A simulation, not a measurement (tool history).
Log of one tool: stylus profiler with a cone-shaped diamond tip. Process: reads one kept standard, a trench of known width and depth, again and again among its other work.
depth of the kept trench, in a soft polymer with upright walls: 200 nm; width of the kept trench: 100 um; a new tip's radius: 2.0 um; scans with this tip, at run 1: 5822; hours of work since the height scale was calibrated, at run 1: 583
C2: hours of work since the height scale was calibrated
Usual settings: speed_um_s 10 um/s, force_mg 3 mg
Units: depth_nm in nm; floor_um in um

Run 1, hour 0: usual settings; scans with this tip 5822; C2 583. Result: depth_nm 201.47 nm, floor_um 98.09 um.
Run 2, hour 61.4: usual settings; scans with this tip 6197; C2 621. Result: depth_nm 201.46 nm, floor_um 98.05 um.
Run 3, hour 118.5: usual settings; scans with this tip 6546; C2 656. Result: depth_nm 201.31 nm, floor_um 98.09 um.
Run 4, hour 168.5: usual settings; scans with this tip 6852; C2 686. Result: depth_nm 201.39 nm, floor_um 98.08 um.
Run 5, hour 236.8: usual settings; scans with this tip 7270; C2 728. Result: depth_nm 201.5 nm, floor_um 98.02 um.
Run 6, hour 301.3: usual settings; scans with this tip 7665; C2 768. Result: depth_nm 201.26 nm, floor_um 98.04 um.
Run 7, hour 335.1: usual settings but speed_um_s 25 um/s; scans with this tip 7871; C2 788. Result: depth_nm 201.34 nm, floor_um 97.99 um.
Run 8, hour 406.5: usual settings but speed_um_s 25 um/s; scans with this tip 8308; C2 832. Result: depth_nm 201.28 nm, floor_um 98.03 um.
At hour 411.8: height scale calibrated on a step standard.
Run 9, hour 467.1: usual settings but speed_um_s 25 um/s; scans with this tip 8675; C2 34. Result: depth_nm 201.81 nm, floor_um 97.97 um.
Run 10, hour 533.5: usual settings but speed_um_s 25 um/s; scans with this tip 9081; C2 75. Result: depth_nm 201.74 nm, floor_um 98.02 um.
Run 11, hour 568.2: usual settings; scans with this tip 9293; C2 96. Result: depth_nm 201.71 nm, floor_um 98.01 um.
Run 12, hour 627.3: usual settings but force_mg 1.53 mg; scans with this tip 9655; C2 132. Result: depth_nm 201.01 nm, floor_um 98.04 um.
Run 13, hour 681.8: usual settings but force_mg 1.53 mg; scans with this tip 9988; C2 165. Result: depth_nm 200.98 nm, floor_um 97.99 um.
Run 14, hour 732.9: usual settings but force_mg 2.04 mg; scans with this tip 10301; C2 197. Result: depth_nm 201.25 nm, floor_um 97.97 um.
Run 15, hour 776.5: usual settings but speed_um_s 21 um/s; scans with this tip 10567; C2 223. Result: depth_nm 201.62 nm, floor_um 97.98 um.
Run 16, hour 809.7: usual settings but force_mg 4.11 mg; scans with this tip 10771; C2 244. Result: depth_nm 202.11 nm, floor_um 98.02 um.
Run 17, hour 843.2: usual settings but force_mg 4.11 mg; scans with this tip 10975; C2 264. Result: depth_nm 201.99 nm, floor_um 98.05 um.
Run 18, hour 909.6: usual settings but force_mg 4.11 mg; scans with this tip 11381; C2 305. Result: depth_nm 201.98 nm, floor_um 97.96 um.
Run 19, hour 970.5: usual settings but speed_um_s 13 um/s; scans with this tip 11754; C2 342. Result: depth_nm 201.67 nm, floor_um 97.95 um.
Run 20, hour 1007.9: usual settings; scans with this tip 11983; C2 365. Result: depth_nm 201.53 nm, floor_um 98 um.
Run 21, hour 1073.5: usual settings; scans with this tip 12384; C2 405. Result: depth_nm 201.6 nm, floor_um 97.96 um.
Run 22, hour 1140.7: usual settings but speed_um_s 6 um/s, force_mg 3.56 mg; scans with this tip 12795; C2 447. Result: depth_nm 201.78 nm, floor_um 97.98 um.
Run 23, hour 1198.8: usual settings but speed_um_s 6 um/s, force_mg 3.56 mg; scans with this tip 13150; C2 482. Result: depth_nm 201.85 nm, floor_um 97.98 um.
Run 24, hour 1249.4: usual settings but speed_um_s 6 um/s, force_mg 3.56 mg; scans with this tip 13459; C2 513. Result: depth_nm 201.71 nm, floor_um 98.01 um.
Run 25, hour 1313.9: usual settings but speed_um_s 6 um/s, force_mg 1.31 mg; scans with this tip 13854; C2 553. Result: depth_nm 200.57 nm, floor_um 97.91 um.
Run 26, hour 1366.4: usual settings but speed_um_s 12 um/s, force_mg 5.14 mg; scans with this tip 14175; C2 585. Result: depth_nm 202.23 nm, floor_um 97.98 um.
Run 27, hour 1408.9: usual settings but speed_um_s 23 um/s, force_mg 7.48 mg; scans with this tip 14435; C2 611. Result: depth_nm 202.93 nm, floor_um 97.93 um.
Run 28, hour 1461.2: usual settings but speed_um_s 23 um/s, force_mg 7.48 mg; scans with this tip 14754; C2 643. Result: depth_nm 202.91 nm, floor_um 97.86 um.
Run 29, hour 1510: usual settings but speed_um_s 6 um/s, force_mg 3.02 mg; scans with this tip 15053; C2 673. Result: depth_nm 201.45 nm, floor_um 97.92 um.
Run 30, hour 1560.7: usual settings but force_mg 7.41 mg; scans with this tip 15363; C2 704. Result: depth_nm 202.86 nm, floor_um 97.92 um.
Run 31, hour 1596.1: usual settings but force_mg 7.41 mg; scans with this tip 15580; C2 726. Result: depth_nm 202.89 nm, floor_um 97.92 um.
Run 32, hour 1658.8: usual settings but speed_um_s 30 um/s, force_mg 6.64 mg; scans with this tip 15963; C2 764. Result: depth_nm 202.64 nm, floor_um 97.9 um.
Run 33, hour 1723.6: usual settings but speed_um_s 6 um/s, force_mg 2.78 mg; scans with this tip 16360; C2 804. Result: depth_nm 201.24 nm, floor_um 97.88 um.
At hour 1776.7: height scale calibrated on a step standard.
Run 34, hour 1791.1: usual settings but force_mg 4.01 mg; scans with this tip 16769; C2 9. Result: depth_nm 202.07 nm, floor_um 97.87 um.
Run 35, hour 1838.7: usual settings but speed_um_s 38 um/s, force_mg 4.01 mg; scans with this tip 17060; C2 38. Result: depth_nm 202.23 nm, floor_um 97.81 um.
Run 36, hour 1888.3: usual settings but force_mg 2.08 mg; scans with this tip 17363; C2 68. Result: depth_nm 201.4 nm, floor_um 97.88 um.
Run 37, hour 1939.8: usual settings but speed_um_s 21 um/s, force_mg 1.68 mg; scans with this tip 17678; C2 100. Result: depth_nm 201.06 nm, floor_um 97.78 um.
Run 38, hour 2004: usual settings but speed_um_s 21 um/s, force_mg 7.89 mg; scans with this tip 18071; C2 139. Result: depth_nm 203.42 nm, floor_um 97.86 um.
Run 39, hour 2052: usual settings but speed_um_s 23 um/s, force_mg 6.36 mg; scans with this tip 18365; C2 169. Result: depth_nm 202.81 nm, floor_um 97.79 um.
Run 40, hour 2105.6: usual settings but speed_um_s 23 um/s, force_mg 6.36 mg; scans with this tip 18693; C2 201. Result: depth_nm 202.95 nm, floor_um 97.84 um.

Forecast each of these 3 alternatives for the next run:
Run A, hour 2162.3: usual settings but speed_um_s 5 um/s, force_mg 2.36 mg; scans with this tip 19039; C2 236. Result: depth_nm ?, floor_um ?.
Run B, hour 2162.3: usual settings but speed_um_s 13 um/s, force_mg 1.73 mg; scans with this tip 19039; C2 236. Result: depth_nm ?, floor_um ?.
Run C, hour 2162.3: usual settings but speed_um_s 8 um/s, force_mg 2.1 mg; scans with this tip 19039; C2 236. Result: depth_nm ?, floor_um ?.

run  depth_nm  floor_um
  A    201.33     97.81
  B    201.15     97.78
  C    201.22     97.83
Without the tool's hidden state the same runs would have given:
run  depth_nm  floor_um
  A    201.46     98.19
  B    201.28     98.16
  C    201.35     98.21

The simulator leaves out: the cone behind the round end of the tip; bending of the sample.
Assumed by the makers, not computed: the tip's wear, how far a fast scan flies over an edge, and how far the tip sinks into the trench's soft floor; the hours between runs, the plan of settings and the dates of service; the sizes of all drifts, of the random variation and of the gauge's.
